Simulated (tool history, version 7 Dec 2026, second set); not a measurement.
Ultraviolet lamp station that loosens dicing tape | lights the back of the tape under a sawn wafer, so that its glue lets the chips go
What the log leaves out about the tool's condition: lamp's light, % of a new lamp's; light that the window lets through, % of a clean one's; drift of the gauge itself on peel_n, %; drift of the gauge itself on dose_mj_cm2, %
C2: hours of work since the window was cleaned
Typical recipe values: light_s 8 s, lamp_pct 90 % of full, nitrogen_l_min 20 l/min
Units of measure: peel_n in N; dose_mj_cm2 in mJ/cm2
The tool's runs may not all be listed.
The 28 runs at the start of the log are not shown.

{"run": 29, "hour": 1426.1, "light_s": 8, "lamp_pct": 90, "nitrogen_l_min": 10, "hours of work of the lamp": 688, "C2": 290, "peel_n": 1.223, "dose_mj_cm2": 345}
{"run": 30, "hour": 1464.2, "light_s": 8, "lamp_pct": 90, "nitrogen_l_min": 7, "hours of work of the lamp": 715, "C2": 318, "peel_n": 1.65, "dose_mj_cm2": 341}
{"hour": 1504.5, "done": "window cleaned of glue's vapour"}
{"run": 31, "hour": 1515.7, "light_s": 5, "lamp_pct": 91, "nitrogen_l_min": 21, "hours of work of the lamp": 752, "C2": 8, "peel_n": 1.501, "dose_mj_cm2": 227}
{"run": 32, "hour": 1545.4, "light_s": 5, "lamp_pct": 91, "nitrogen_l_min": 21, "hours of work of the lamp": 773, "C2": 29, "peel_n": 1.563, "dose_mj_cm2": 221}
{"run": 33, "hour": 1610.2, "light_s": 13, "lamp_pct": 63, "nitrogen_l_min": 17, "hours of work of the lamp": 820, "C2": 76, "peel_n": 0.537, "dose_mj_cm2": 391}
{"run": 34, "hour": 1667.3, "light_s": 13, "lamp_pct": 88, "nitrogen_l_min": 13, "hours of work of the lamp": 861, "C2": 117, "peel_n": 0.339, "dose_mj_cm2": 549}
{"run": 35, "hour": 1725.7, "light_s": 5, "lamp_pct": 69, "nitrogen_l_min": 6, "hours of work of the lamp": 903, "C2": 159, "peel_n": 4.68, "dose_mj_cm2": 160}
{"run": 36, "hour": 1768.4, "light_s": 9, "lamp_pct": 94, "nitrogen_l_min": 20, "hours of work of the lamp": 933, "C2": 189, "peel_n": 0.449, "dose_mj_cm2": 398}
{"run": 37, "hour": 1809.0, "light_s": 13, "lamp_pct": 88, "nitrogen_l_min": 21, "hours of work of the lamp": 962, "C2": 219, "peel_n": 0.23, "dose_mj_cm2": 527}
{"run": 38, "hour": 1850.2, "light_s": 13, "lamp_pct": 88, "nitrogen_l_min": 21, "hours of work of the lamp": 992, "C2": 248, "peel_n": 0.229, "dose_mj_cm2": 521}
{"run": 39, "hour": 1912.4, "light_s": 13, "lamp_pct": 61, "nitrogen_l_min": 8, "hours of work of the lamp": 1037, "C2": 293, "peel_n": 1.36, "dose_mj_cm2": 359}
{"run": 40, "hour": 1956.4, "light_s": 8, "lamp_pct": 62, "nitrogen_l_min": 38, "hours of work of the lamp": 1068, "C2": 324, "peel_n": 1.013, "dose_mj_cm2": 221}
{"hour": 1987.5, "done": "window cleaned of glue's vapour"}
{"run": 41, "hour": 1992.9, "light_s": 7, "lamp_pct": 78, "nitrogen_l_min": 18, "hours of work of the lamp": 1094, "C2": 4, "peel_n": 1.293, "dose_mj_cm2": 258}
{"run": 42, "hour": 2041.3, "light_s": 8, "lamp_pct": 90, "nitrogen_l_min": 13, "hours of work of the lamp": 1129, "C2": 39, "peel_n": 1.022, "dose_mj_cm2": 336}
{"run": 43, "hour": 2100.9, "light_s": 8, "lamp_pct": 90, "nitrogen_l_min": 13, "hours of work of the lamp": 1172, "C2": 81, "peel_n": 1.032, "dose_mj_cm2": 330}

3 ways to go on from here, each from the tool as it stands after run 43. What would each give?
{"run": "A", "hour": 2130.3, "light_s": 6, "lamp_pct": 74, "nitrogen_l_min": 8, "hours of work of the lamp": 1193, "C2": 102, "peel_n": "?", "dose_mj_cm2": "?"}
{"run": "B", "hour": 2130.3, "light_s": 6, "lamp_pct": 72, "nitrogen_l_min": 20, "hours of work of the lamp": 1193, "C2": 102, "peel_n": "?", "dose_mj_cm2": "?"}
{"run": "C", "hour": 2130.3, "light_s": 5, "lamp_pct": 96, "nitrogen_l_min": 34, "hours of work of the lamp": 1193, "C2": 102, "peel_n": "?", "dose_mj_cm2": "?"}

run=A peel_n=3.33 dose_mj_cm2=205
run=B peel_n=1.952 dose_mj_cm2=201
run=C peel_n=1.092 dose_mj_cm2=216
The same runs, with their run-to-run variation unchanged, on a tool lacking any hidden condition would have given:
run=A peel_n=2.624 dose_mj_cm2=246
run=B peel_n=1.402 dose_mj_cm2=241
run=C peel_n=0.728 dose_mj_cm2=261

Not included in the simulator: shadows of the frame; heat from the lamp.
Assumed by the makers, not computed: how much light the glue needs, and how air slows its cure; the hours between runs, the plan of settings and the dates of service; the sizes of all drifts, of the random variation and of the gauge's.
